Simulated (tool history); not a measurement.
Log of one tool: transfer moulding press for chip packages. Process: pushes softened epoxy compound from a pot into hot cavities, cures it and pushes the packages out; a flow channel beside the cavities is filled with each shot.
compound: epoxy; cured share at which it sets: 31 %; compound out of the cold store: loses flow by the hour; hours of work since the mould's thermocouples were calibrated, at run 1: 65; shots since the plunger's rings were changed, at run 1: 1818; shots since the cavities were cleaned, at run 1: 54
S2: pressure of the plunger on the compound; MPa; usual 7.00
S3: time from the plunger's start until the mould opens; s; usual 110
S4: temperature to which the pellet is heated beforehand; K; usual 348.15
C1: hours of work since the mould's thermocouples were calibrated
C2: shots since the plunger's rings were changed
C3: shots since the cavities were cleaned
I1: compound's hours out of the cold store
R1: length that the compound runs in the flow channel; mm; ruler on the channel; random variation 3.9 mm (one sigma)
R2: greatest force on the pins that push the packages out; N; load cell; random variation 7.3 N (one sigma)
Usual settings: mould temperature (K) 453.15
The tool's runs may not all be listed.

Run 1, hour 0.0: usual settings; C1 65; C2 1818; C3 54; I1 35.8. Result: R1 541 mm, R2 348 N.
Run 2, hour 6.0: usual settings; C1 68; C2 1866; C3 102; I1 29.2. Result: R1 551 mm, R2 364 N.
Run 3, hour 15.3: usual settings; C1 72; C2 1941; C3 177; I1 40.9. Result: R1 531 mm, R2 407 N.
Run 4, hour 20.2: usual settings; C1 75; C2 1981; C3 217; I1 22.0. Result: R1 563 mm, R2 427 N.
Run 5, hour 26.7: usual settings; C1 78; C2 2033; C3 269; I1 31.4. Result: R1 548 mm, R2 428 N.
Run 6, hour 33.5: usual settings but S3 104 s; C1 81; C2 2088; C3 324; I1 29.2. Result: R1 554 mm, R2 503 N.
Run 7, hour 40.1: usual settings but S3 91 s; C1 84; C2 2141; C3 377; I1 39.9. Result: R1 525 mm, R2 638 N.
Run 8, hour 49.6: usual settings but S3 91 s; C1 89; C2 2217; C3 453; I1 11.5. Result: R1 586 mm, R2 760 N.
Run 9, hour 58.2: usual settings but S3 91 s; C1 93; C2 2287; C3 523; I1 30.9. Result: R1 551 mm, R2 731 N.
Run 10, hour 62.5: usual settings but S3 91 s; C1 95; C2 2321; C3 557; I1 32.7. Result: R1 540 mm, R2 773 N.
At hour 68.1: cavities cleaned with cleaning compound and waxed.
Run 11, hour 73.5: usual settings but S3 91 s, S4 351.15 K; C1 100; C2 2398; C3 43; I1 34.8. Result: R1 543 mm, R2 473 N.
Run 12, hour 82.1: usual settings but S3 91 s, S4 342.15 K; C1 104; C2 2467; C3 112; I1 38.3. Result: R1 534 mm, R2 539 N.
Run 13, hour 87.8: usual settings but S3 91 s, S4 342.15 K; C1 106; C2 2513; C3 158; I1 34.6. Result: R1 543 mm, R2 546 N.
Run 14, hour 97.2: usual settings but S3 91 s, S4 342.15 K; C1 111; C2 2589; C3 234; I1 20.2. Result: R1 569 mm, R2 622 N.
Run 15, hour 102.4: usual settings but mould temperature (K) 458.15, S2 8.21 MPa, S3 129 s, S4 342.15 K; C1 113; C2 2631; C3 276; I1 16.1. Result: R1 620 mm, R2 372 N.
Run 16, hour 111.5: usual settings but S4 354.15 K; C1 118; C2 2704; C3 349; I1 31.9. Result: R1 540 mm, R2 458 N.
Run 17, hour 119.6: usual settings but S4 354.15 K; C1 122; C2 2769; C3 414; I1 37.4. Result: R1 539 mm, R2 480 N.
Run 18, hour 126.3: usual settings but S3 101 s, S4 343.15 K; C1 125; C2 2823; C3 468; I1 32.1. Result: R1 540 mm, R2 563 N.
Run 19, hour 133.9: usual settings but S3 121 s, S4 356.15 K; C1 129; C2 2885; C3 530; I1 22.6. Result: R1 564 mm, R2 461 N.
Run 20, hour 139.9: usual settings but S3 121 s, S4 356.15 K; C1 131; C2 2933; C3 578; I1 35.4. Result: R1 532 mm, R2 482 N.
At hour 143.2: cavities cleaned with cleaning compound and waxed.
Run 21, hour 146.5: usual settings but S3 121 s, S4 356.15 K; C1 134; C2 2974; C3 27; I1 17.3. Result: R1 577 mm, R2 315 N.
Run 22, hour 153.9: usual settings but mould temperature (K) 451.15, S2 7.40 MPa; C1 137; C2 3034; C3 87; I1 47.5. Result: R1 527 mm, R2 395 N.
Run 23, hour 163.5: usual settings but mould temperature (K) 451.15, S2 7.40 MPa; C1 142; C2 3111; C3 164; I1 10.5. Result: R1 604 mm, R2 441 N.
Run 24, hour 167.7: usual settings but S2 6.41 MPa, S3 142 s; C1 144; C2 3144; C3 197; I1 33.1. Result: R1 512 mm, R2 336 N.
Run 25, hour 172.7: usual settings but S2 6.41 MPa, S3 142 s; C1 146; C2 3185; C3 238; I1 12.1. Result: R1 564 mm, R2 347 N.
Run 26, hour 179.5: usual settings but mould temperature (K) 455.15, S2 7.54 MPa, S3 126 s; C1 150; C2 3240; C3 293; I1 9.4. Result: R1 609 mm, R2 391 N.
Run 27, hour 188.4: usual settings but mould temperature (K) 455.15, S2 7.54 MPa, S3 126 s; C1 154; C2 3311; C3 364; I1 11.9. Result: R1 602 mm, R2 403 N.
Run 28, hour 196.0: usual settings but mould temperature (K) 455.15, S2 7.54 MPa, S3 126 s; C1 158; C2 3372; C3 425; I1 28.7. Result: R1 562 mm, R2 407 N.

3 ways to go on from here, each from the tool as it stands after run 28. What would each give?
Run A, hour 202.8: usual settings but S3 118 s; C1 161; C2 3427; C3 480; I1 26.6. Result: R1 ?, R2 ?.
Run B, hour 202.8: usual settings but mould temperature (K) 450.15, S2 5.56 MPa, S3 126 s; C1 161; C2 3427; C3 480; I1 17.5. Result: R1 ?, R2 ?.
Run C, hour 202.8: usual settings but S2 7.59 MPa, S3 126 s, S4 343.15 K; C1 161; C2 3427; C3 480; I1 9.5. Result: R1 ?, R2 ?.

run   R1   R2
  A  553  471
  B  520  488
  C  615  468
Without the tool's hidden state the same runs would have given:
run   R1   R2
  A  567  280
  B  532  291
  C  630  278

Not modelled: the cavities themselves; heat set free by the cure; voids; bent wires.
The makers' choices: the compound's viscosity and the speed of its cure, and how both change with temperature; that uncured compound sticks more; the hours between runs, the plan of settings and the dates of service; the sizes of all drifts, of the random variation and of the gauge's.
